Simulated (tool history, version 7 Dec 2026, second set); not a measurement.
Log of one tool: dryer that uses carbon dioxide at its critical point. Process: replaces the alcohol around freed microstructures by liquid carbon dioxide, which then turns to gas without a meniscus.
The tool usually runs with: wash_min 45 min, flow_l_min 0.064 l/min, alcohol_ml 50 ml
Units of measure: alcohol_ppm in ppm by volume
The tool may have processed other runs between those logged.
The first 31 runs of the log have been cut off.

run 32 hour=464.9 | wash_min=66 flow_l_min=0.0635 alcohol_ml=42 | alcohol_ppm=402
run 33 hour=481.9 | wash_min=66 flow_l_min=0.0635 alcohol_ml=42 | alcohol_ppm=392
run 34 hour=502.8 | wash_min=66 flow_l_min=0.0635 alcohol_ml=42 | alcohol_ppm=398
run 35 hour=518.4 | wash_min=45 flow_l_min=0.064 alcohol_ml=41 | alcohol_ppm=2038
run 36 hour=527.1 | wash_min=45 flow_l_min=0.0449 alcohol_ml=22 | alcohol_ppm=3401
run 37 hour=548.8 | wash_min=45 flow_l_min=0.0449 alcohol_ml=22 | alcohol_ppm=3519
run 38 hour=569.8 | wash_min=53 flow_l_min=0.0806 alcohol_ml=50 | alcohol_ppm=449
run 39 hour=589.2 | wash_min=45 flow_l_min=0.064 alcohol_ml=30 | alcohol_ppm=1539

3 options for the next run, each taken on its own from the tool as it stands now. Forecast them:
run A hour=607 | wash_min=45 flow_l_min=0.064 alcohol_ml=21 | alcohol_ppm=?
run B hour=607 | wash_min=35 flow_l_min=0.0562 alcohol_ml=41 | alcohol_ppm=?
run C hour=607 | wash_min=45 flow_l_min=0.0785 alcohol_ml=30 | alcohol_ppm=?

run=A alcohol_ppm=1117
run=B alcohol_ppm=7042
run=C alcohol_ppm=685
Had the tool no hidden state, the same runs would have come out as:
run=A alcohol_ppm=642
run=B alcohol_ppm=4876
run=C alcohol_ppm=347
